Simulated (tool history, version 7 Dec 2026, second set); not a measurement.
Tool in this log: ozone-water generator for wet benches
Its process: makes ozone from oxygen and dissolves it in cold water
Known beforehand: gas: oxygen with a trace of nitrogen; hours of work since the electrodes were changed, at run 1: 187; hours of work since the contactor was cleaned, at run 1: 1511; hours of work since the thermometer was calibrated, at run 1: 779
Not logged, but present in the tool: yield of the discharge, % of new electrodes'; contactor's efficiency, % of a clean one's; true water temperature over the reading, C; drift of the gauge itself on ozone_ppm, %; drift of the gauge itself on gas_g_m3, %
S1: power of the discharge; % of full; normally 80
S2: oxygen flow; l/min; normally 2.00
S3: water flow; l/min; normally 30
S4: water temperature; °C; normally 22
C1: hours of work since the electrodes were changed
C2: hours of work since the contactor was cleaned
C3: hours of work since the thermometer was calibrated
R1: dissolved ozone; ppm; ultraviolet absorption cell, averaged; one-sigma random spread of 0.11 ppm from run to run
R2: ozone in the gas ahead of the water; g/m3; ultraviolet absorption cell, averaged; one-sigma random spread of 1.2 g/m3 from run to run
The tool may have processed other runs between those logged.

| run | hour | S1 | S2 | S3 | S4 | C1 | C2 | C3 | R1 | R2 |
|---|---|---|---|---|---|---|---|---|---|---|
| 1 | 0.0 | 80 | 2.00 | 30 | 22 | 187 | 1511 | 779 | 7.0 | 225.6 |
| 2 | 22.0 | 80 | 2.00 | 30 | 22 | 202 | 1527 | 794 | 6.8 | 225.2 |
| 3 | 41.7 | 80 | 2.00 | 30 | 22 | 216 | 1541 | 808 | 6.9 | 228.3 |
| 4 | 60.0 | 70 | 2.00 | 30 | 22 | 229 | 1554 | 821 | 6.5 | 211.8 |
| 5 | 85.0 | 80 | 2.00 | 30 | 16 | 247 | 1572 | 839 | 7.3 | 225.9 |
| 6 | 106.4 | 80 | 2.00 | 30 | 15 | 262 | 1587 | 854 | 7.2 | 225.3 |
| 7 | 122.7 | 80 | 2.00 | 30 | 22 | 274 | 1598 | 866 | 7.0 | 226.5 |
| 8 | 143.7 | 80 | 2.00 | 35 | 22 | 289 | 1613 | 881 | 5.7 | 223.8 |
| 9 | 170.5 | 80 | 2.13 | 30 | 22 | 308 | 1632 | 900 | 7.1 | 215.6 |
| 10 | 194.0 | 80 | 2.13 | 30 | 22 | 324 | 1649 | 916 | 7.0 | 215.1 |
| 11 | 224.9 | 80 | 2.00 | 30 | 22 | 346 | 1671 | 938 | 7.0 | 224.5 |
| 12 | 249.2 | 80 | 2.00 | 30 | 22 | 364 | 1688 | 956 | 7.0 | 223.7 |
| 13 | 279.4 | 80 | 2.00 | 30 | 22 | 385 | 1709 | 977 | 6.9 | 222.1 |
| 14 | 294.8 | 80 | 2.00 | 30 | 22 | 396 | 1720 | 988 | 7.1 | 224.4 |
| 15 | 313.3 | 55 | 2.00 | 30 | 25 | 409 | 1734 | 1001 | 5.6 | 181.5 |
| 16 | 332.0 | 55 | 2.00 | 30 | 25 | 422 | 1747 | 1014 | 5.5 | 182.5 |
| 17 | 348.8 | 43 | 2.00 | 34 | 25 | 434 | 1759 | 1026 | 4.3 | 160.3 |
| 18 | 366.8 | 44 | 2.20 | 47 | 17 | 447 | 1772 | 1039 | 3.0 | 153.3 |
| 19 | 380.7 | 41 | 2.20 | 24 | 17 | 457 | 1781 | 1049 | 6.4 | 146.1 |
| 20 | 394.7 | 41 | 2.20 | 24 | 17 | 467 | 1791 | 1059 | 6.5 | 146.4 |
| 21 | 422.1 | 41 | 1.66 | 37 | 17 | 486 | 1811 | 1078 | 3.8 | 176.0 |
| 22 | 440.4 | 41 | 1.66 | 37 | 17 | 499 | 1824 | 1091 | 3.7 | 174.7 |
| 23 | 453.5 | 42 | 1.66 | 24 | 29 | 508 | 1833 | 1101 | 5.9 | 178.4 |
| 24 | 468.8 | 40 | 2.15 | 24 | 29 | 519 | 1844 | 1111 | 5.7 | 144.3 |
| 25 | 487.6 | 57 | 1.33 | 46 | 29 | 533 | 1857 | 1125 | 3.4 | 241.3 |
| 26 | 516.9 | 57 | 1.33 | 21 | 29 | 553 | 1878 | 1146 | 7.5 | 241.8 |
| 27 | 537.9 | 47 | 1.04 | 32 | 18 | 568 | 1893 | 1160 | 4.3 | 256.8 |

Results per run with the tool's hidden condition removed, run-to-run variation unchanged:
| run | R2 |
|---|---|
| 1 | 225.6 |
| 2 | 225.5 |
| 3 | 228.8 |
| 4 | 212.5 |
| 5 | 226.9 |
| 6 | 226.6 |
| 7 | 227.9 |
| 8 | 225.5 |
| 9 | 217.5 |
| 10 | 217.2 |
| 11 | 227.0 |
| 12 | 226.5 |
| 13 | 225.2 |
| 14 | 227.7 |
| 15 | 184.4 |
| 16 | 185.5 |
| 17 | 163.1 |
| 18 | 156.0 |
| 19 | 148.9 |
| 20 | 149.3 |
| 21 | 179.7 |
| 22 | 178.5 |
| 23 | 182.4 |
| 24 | 147.6 |
| 25 | 247.2 |
| 26 | 248.1 |
| 27 | 263.7 |
For R1, the value without the hidden state is never more than 0.1 ppm from the measured value.

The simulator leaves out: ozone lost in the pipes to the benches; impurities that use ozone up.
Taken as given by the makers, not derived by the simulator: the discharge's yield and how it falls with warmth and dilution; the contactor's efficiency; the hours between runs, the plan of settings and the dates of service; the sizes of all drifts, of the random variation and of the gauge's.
